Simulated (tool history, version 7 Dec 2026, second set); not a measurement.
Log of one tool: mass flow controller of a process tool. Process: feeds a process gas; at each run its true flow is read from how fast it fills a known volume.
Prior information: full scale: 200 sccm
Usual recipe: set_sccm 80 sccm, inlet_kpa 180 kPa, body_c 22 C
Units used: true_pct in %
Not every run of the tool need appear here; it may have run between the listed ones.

run   hour  set_sccm  inlet_kpa  body_c  true_pct
  1      0        80        180      22    100.05
  2   53.6        80        156      22    100.22
  3  114.9        80        180      20    100.34
  4  163.4        80        180      22    100.24
  5  221.2        80        180      22    100.25
  6  291.3        80        180      26    100.03
  7    335        80        180      26    100.09
  8  407.7        80        180      26     100.2
  9  461.3        80        280      26     99.85
 10  519.4        38        186      21    100.68
 11  573.5        70        147      21    100.92
 12  626.7        70        147      21    100.99
 13  672.4        70        147      21    101.13
 14    718        70        188      21    100.92
 15  768.4        23        180      26    100.52
 16  825.4       131        180      22    101.19
 17  856.9        35        199      28    100.41

Forecast each of these 5 alternatives for the next run:
  A  907.5        67        198      21         ?
  B  907.5        80        180      31         ?
  C  907.5        35        236      33         ?
  D  907.5        38        188      28         ?
  E  907.5        35        159      28         ?

run  true_pct
  A    101.25
  B    100.33
  C     99.94
  D    100.58
  E    100.65
What these runs would have given with no unlogged condition in the tool:
run  true_pct
  A    100.15
  B     99.24
  C     98.85
  D     99.48
  E     99.55
